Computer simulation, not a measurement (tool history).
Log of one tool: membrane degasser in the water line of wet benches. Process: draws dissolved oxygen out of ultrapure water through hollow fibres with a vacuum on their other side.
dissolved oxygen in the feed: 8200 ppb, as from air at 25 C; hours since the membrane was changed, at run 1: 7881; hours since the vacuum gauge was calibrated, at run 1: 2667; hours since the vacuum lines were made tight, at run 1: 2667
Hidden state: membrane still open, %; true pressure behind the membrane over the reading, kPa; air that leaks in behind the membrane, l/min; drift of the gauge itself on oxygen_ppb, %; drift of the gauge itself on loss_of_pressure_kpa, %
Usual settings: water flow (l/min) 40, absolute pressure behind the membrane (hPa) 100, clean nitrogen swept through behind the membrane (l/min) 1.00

run    hour  water flow (l/min)  absolute pressure behind the membrane (hPa)  clean nitrogen swept through behind the membrane (l/min)  hours since the membrane was changed  hours since the vacuum gauge was calibrated  hours since the vacuum lines were made tight  dissolved oxygen in the water behind the degasser (ppb)  pressure that the water loses in the fibres (hPa)
  1     0.0                  40                                          100                                                      1.00                                  7881                                         2667                                          2667                                                    536.3                                              597.0
  2   153.8                  40                                          100                                                      1.00                                  8035                                         2821                                          2821                                                    537.2                                              595.4
  3   477.1                  40                                          100                                                      1.00                                  8358                                         3144                                          3144                                                    537.1                                              597.2
  4   681.6                  40                                          100                                                      1.00                                  8563                                         3348                                          3348                                                    538.4                                              600.8
  5   867.5                  40                                          100                                                      1.00                                  8749                                         3534                                          3534                                                    541.1                                              599.3
  6  1131.4                  40                                          100                                                      1.00                                  9012                                         3798                                          3798                                                    540.1                                              596.6
  7  1285.6                  40                                          100                                                      1.00                                  9167                                         3952                                          3952                                                    539.7                                              595.3
  8  1547.4                  40                                          124                                                      1.00                                  9428                                         4214                                          4214                                                    710.9                                              602.3
  9  1781.4                  40                                          160                                                      1.00                                  9662                                         4448                                          4448                                                    951.5                                              602.8
 10  1997.5                  40                                          160                                                      1.00                                  9878                                         4664                                          4664                                                    954.1                                              597.9
 11  2151.7                  60                                          100                                                      1.00                                 10033                                         4819                                          4819                                                    737.3                                              903.4
 12  2323.5                  60                                          100                                                      1.00                                 10204                                         4990                                          4990                                                    740.2                                              901.9
 13  2459.0                  60                                          100                                                      1.00                                 10340                                         5126                                          5126                                                    740.7                                              903.6
 14  2636.3                  60                                          100                                                      1.00                                 10517                                         5303                                          5303                                                    741.5                                              899.3
 15  2896.7                  40                                          100                                                      1.00                                 10778                                         5564                                          5564                                                    542.8                                              603.3
 16  3208.0                  40                                          100                                                      1.00                                 11089                                         5875                                          5875                                                    543.7                                              603.6
     3270.2  -- vacuum gauge calibrated
 17  3431.8                  49                                          100                                                      1.00                                 11312                                          162                                          6098                                                    622.1                                              738.8
     3492.0  -- seals of the vacuum lines changed
 18  3687.4                  62                                           72                                                      1.00                                 11566                                          415                                           195                                                    464.5                                              934.2
 19  3894.6                  39                                          207                                                      1.44                                 11773                                          622                                           403                                                    930.2                                              592.1
 20  4065.0                  28                                          109                                                      0.62                                 11943                                          793                                           573                                                    643.9                                              420.8
 21  4334.4                  28                                          109                                                      0.62                                 12213                                         1062                                           842                                                    643.7                                              425.8
 22  4620.6                  43                                          174                                                      0.65                                 12499                                         1348                                          1129                                                   1456.3                                              652.5
 23  4822.0                  42                                          100                                                      1.00                                 12701                                         1550                                          1330                                                    554.2                                              634.1
 24  5151.5                  30                                          159                                                      0.49                                 13030                                         1879                                          1659                                                   1254.6                                              455.9
 25  5405.8                  30                                          159                                                      0.49                                 13284                                         2134                                          1914                                                   1253.3                                              455.0
 26  5559.5                  61                                          100                                                      0.57                                 13438                                         2287                                          2067                                                   1037.8                                              927.6
 27  5803.5                  45                                          158                                                      1.00                                 13682                                         2531                                          2312                                                   1021.4                                              683.9
 28  6128.1                  45                                          158                                                      1.00                                 14007                                         2856                                          2636                                                   1022.0                                              685.2
 29  6320.3                  47                                           77                                                      0.61                                 14199                                         3048                                          2828                                                    582.6                                              715.6
 30  6529.5                  52                                          101                                                      0.61                                 14408                                         3257                                          3037                                                    917.6                                              795.7
 31  6806.9                  55                                          202                                                      1.51                                 14685                                         3535                                          3315                                                   1148.4                                              838.6
 32  7083.9                  36                                          228                                                      1.00                                 14962                                         3812                                          3592                                                   1272.8                                              550.1
 33  7356.6                  39                                          190                                                      0.47                                 15235                                         4084                                          3865                                                   1831.6                                              593.8

3 ways to go on from here, each from the tool as it stands after run 33. What would each give?
  A  7503.2                  34                                          122                                                      0.48                                 15382                                         4231                                          4011                                                        ?                                                  ?
  B  7503.2                  30                                           98                                                      2.74                                 15382                                         4231                                          4011                                                        ?                                                  ?
  C  7503.2                  40                                           82                                                      2.79                                 15382                                         4231                                          4011                                                        ?                                                  ?

run  dissolved oxygen in the water behind the degasser (ppb)  pressure that the water loses in the fibres (hPa)
  A                                                   1021.7                                              520.4
  B                                                    177.8                                              457.4
  C                                                    181.5                                              612.4
Without the tool's hidden state the same runs would have given:
run  dissolved oxygen in the water behind the degasser (ppb)  pressure that the water loses in the fibres (hPa)
  A                                                   1013.6                                              493.8
  B                                                    173.0                                              434.0
  C                                                    174.4                                              581.1

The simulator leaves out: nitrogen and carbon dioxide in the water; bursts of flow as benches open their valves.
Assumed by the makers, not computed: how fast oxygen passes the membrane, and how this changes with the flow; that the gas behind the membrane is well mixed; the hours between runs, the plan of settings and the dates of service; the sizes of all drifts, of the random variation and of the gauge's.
